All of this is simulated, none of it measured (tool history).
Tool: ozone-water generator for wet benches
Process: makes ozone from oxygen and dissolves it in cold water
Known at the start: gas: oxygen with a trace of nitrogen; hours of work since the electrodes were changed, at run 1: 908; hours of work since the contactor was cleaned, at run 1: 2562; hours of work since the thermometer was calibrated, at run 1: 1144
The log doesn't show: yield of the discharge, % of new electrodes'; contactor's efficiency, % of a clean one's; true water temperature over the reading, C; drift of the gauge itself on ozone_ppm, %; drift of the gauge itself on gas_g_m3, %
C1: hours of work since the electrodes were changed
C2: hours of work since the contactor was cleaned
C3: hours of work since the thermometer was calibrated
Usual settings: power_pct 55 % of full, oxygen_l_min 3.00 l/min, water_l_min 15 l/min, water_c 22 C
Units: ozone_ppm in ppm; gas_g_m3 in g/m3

Run 1, hour 0.0: usual settings; C1 908; C2 2562; C3 1144. Result: ozone_ppm 18.0 ppm, gas_g_m3 225.8 g/m3.
Run 2, hour 70.1: usual settings; C1 955; C2 2609; C3 1191. Result: ozone_ppm 18.3 ppm, gas_g_m3 226.1 g/m3.
Run 3, hour 145.7: usual settings; C1 1007; C2 2661; C3 1243. Result: ozone_ppm 17.9 ppm, gas_g_m3 224.6 g/m3.
Run 4, hour 225.3: usual settings but water_c 18 C; C1 1061; C2 2715; C3 1297. Result: ozone_ppm 18.8 ppm, gas_g_m3 225.9 g/m3.
Run 5, hour 263.7: usual settings but water_l_min 18 l/min, water_c 18 C; C1 1087; C2 2741; C3 1323. Result: ozone_ppm 16.1 ppm, gas_g_m3 223.7 g/m3.
Run 6, hour 299.2: usual settings but power_pct 70 % of full; C1 1111; C2 2765; C3 1347. Result: ozone_ppm 20.1 ppm, gas_g_m3 254.8 g/m3.
Run 7, hour 352.4: usual settings; C1 1147; C2 2801; C3 1383. Result: ozone_ppm 18.0 ppm, gas_g_m3 226.7 g/m3.
Run 8, hour 436.5: usual settings; C1 1204; C2 2858; C3 1441. Result: ozone_ppm 18.0 ppm, gas_g_m3 228.6 g/m3.
Run 9, hour 489.8: usual settings; C1 1240; C2 2895; C3 1477. Result: ozone_ppm 17.8 ppm, gas_g_m3 227.2 g/m3.
Run 10, hour 549.9: usual settings; C1 1281; C2 2936; C3 1518. Result: ozone_ppm 17.8 ppm, gas_g_m3 225.8 g/m3.
Run 11, hour 632.6: usual settings but power_pct 71 % of full; C1 1337; C2 2992; C3 1574. Result: ozone_ppm 20.0 ppm, gas_g_m3 253.5 g/m3.
Run 12, hour 690.8: usual settings but power_pct 71 % of full; C1 1377; C2 3031; C3 1613. Result: ozone_ppm 20.0 ppm, gas_g_m3 256.8 g/m3.
Run 13, hour 760.4: usual settings but power_pct 71 % of full; C1 1424; C2 3079; C3 1661. Result: ozone_ppm 20.2 ppm, gas_g_m3 255.9 g/m3.
Run 14, hour 805.4: usual settings but power_pct 71 % of full; C1 1455; C2 3109; C3 1691. Result: ozone_ppm 20.3 ppm, gas_g_m3 253.7 g/m3.
Run 15, hour 862.0: usual settings but power_pct 71 % of full; C1 1493; C2 3148; C3 1730. Result: ozone_ppm 20.3 ppm, gas_g_m3 254.8 g/m3.
Run 16, hour 939.3: usual settings but power_pct 71 % of full; C1 1546; C2 3200; C3 1782. Result: ozone_ppm 20.0 ppm, gas_g_m3 256.7 g/m3.
Run 17, hour 1010.0: usual settings but power_pct 71 % of full; C1 1594; C2 3248; C3 1830. Result: ozone_ppm 20.0 ppm, gas_g_m3 256.0 g/m3.
Run 18, hour 1080.9: usual settings but power_pct 71 % of full; C1 1642; C2 3296; C3 1878. Result: ozone_ppm 20.2 ppm, gas_g_m3 257.1 g/m3.
Run 19, hour 1127.9: usual settings but power_pct 71 % of full; C1 1674; C2 3328; C3 1910. Result: ozone_ppm 19.9 ppm, gas_g_m3 255.5 g/m3.
Run 20, hour 1194.1: usual settings but power_pct 94 % of full, oxygen_l_min 1.98 l/min, water_l_min 22 l/min; C1 1719; C2 3373; C3 1955. Result: ozone_ppm 14.4 ppm, gas_g_m3 333.0 g/m3.
Run 21, hour 1231.8: usual settings but oxygen_l_min 5.09 l/min; C1 1745; C2 3399; C3 1981. Result: ozone_ppm 19.5 ppm, gas_g_m3 190.2 g/m3.
Run 22, hour 1316.5: usual settings but oxygen_l_min 5.09 l/min; C1 1802; C2 3457; C3 2039. Result: ozone_ppm 19.8 ppm, gas_g_m3 188.9 g/m3.
Run 23, hour 1372.5: usual settings but oxygen_l_min 3.97 l/min, water_l_min 9 l/min; C1 1840; C2 3495; C3 2077. Result: ozone_ppm 26.1 ppm, gas_g_m3 203.5 g/m3.
Run 24, hour 1454.6: usual settings but power_pct 50 % of full; C1 1896; C2 3550; C3 2132. Result: ozone_ppm 16.8 ppm, gas_g_m3 211.9 g/m3.
Run 25, hour 1519.7: usual settings but water_l_min 22 l/min, water_c 20 C; C1 1940; C2 3595; C3 2177. Result: ozone_ppm 12.7 ppm, gas_g_m3 223.1 g/m3.
Run 26, hour 1574.7: usual settings but water_l_min 22 l/min, water_c 20 C; C1 1978; C2 3632; C3 2214. Result: ozone_ppm 12.9 ppm, gas_g_m3 225.4 g/m3.
Run 27, hour 1660.9: usual settings but water_l_min 20 l/min, water_c 16 C; C1 2036; C2 3691; C3 2273. Result: ozone_ppm 14.4 ppm, gas_g_m3 222.8 g/m3.
Run 28, hour 1709.1: usual settings but power_pct 49 % of full, oxygen_l_min 3.33 l/min, water_l_min 19 l/min, water_c 16 C; C1 2069; C2 3723; C3 2305. Result: ozone_ppm 15.3 ppm, gas_g_m3 203.0 g/m3.
Run 29, hour 1784.5: usual settings but power_pct 93 % of full, oxygen_l_min 3.33 l/min, water_l_min 19 l/min, water_c 28 C; C1 2120; C2 3775; C3 2357. Result: ozone_ppm 17.9 ppm, gas_g_m3 278.2 g/m3.
Run 30, hour 1861.0: usual settings but power_pct 62 % of full, oxygen_l_min 3.33 l/min, water_l_min 19 l/min, water_c 23 C; C1 2172; C2 3827; C3 2409. Result: ozone_ppm 15.5 ppm, gas_g_m3 229.0 g/m3.
Run 31, hour 1925.8: usual settings but power_pct 62 % of full, oxygen_l_min 3.33 l/min, water_l_min 19 l/min, water_c 23 C; C1 2216; C2 3871; C3 2453. Result: ozone_ppm 15.3 ppm, gas_g_m3 228.2 g/m3.
Run 32, hour 2008.9: usual settings but power_pct 86 % of full, water_l_min 14 l/min, water_c 29 C; C1 2273; C2 3927; C3 2509. Result: ozone_ppm 21.0 ppm, gas_g_m3 277.6 g/m3.
Run 33, hour 2050.4: usual settings but oxygen_l_min 5.34 l/min, water_l_min 13 l/min; C1 2301; C2 3955; C3 2537. Result: ozone_ppm 21.2 ppm, gas_g_m3 184.5 g/m3.
Run 34, hour 2118.2: usual settings but oxygen_l_min 5.34 l/min, water_l_min 13 l/min; C1 2347; C2 4001; C3 2583. Result: ozone_ppm 21.4 ppm, gas_g_m3 185.0 g/m3.

3 ways to go on from here, each from the tool as it stands after run 34. What would each give?
Run A, hour 2202.4: usual settings but water_l_min 20 l/min, water_c 14 C; C1 2404; C2 4059; C3 2641. Result: ozone_ppm ?, gas_g_m3 ?.
Run B, hour 2202.4: usual settings but oxygen_l_min 5.34 l/min, water_l_min 13 l/min, water_c 20 C; C1 2404; C2 4059; C3 2641. Result: ozone_ppm ?, gas_g_m3 ?.
Run C, hour 2202.4: usual settings but oxygen_l_min 3.85 l/min, water_l_min 14 l/min; C1 2404; C2 4059; C3 2641. Result: ozone_ppm ?, gas_g_m3 ?.

run  ozone_ppm  gas_g_m3
  A       14.6     221.2
  B       22.0     185.4
  C       19.6     204.0
Without the tool's hidden state the same runs would have given:
run  ozone_ppm  gas_g_m3
  A       15.8     229.5
  B       23.7     192.4
  C       21.2     211.7
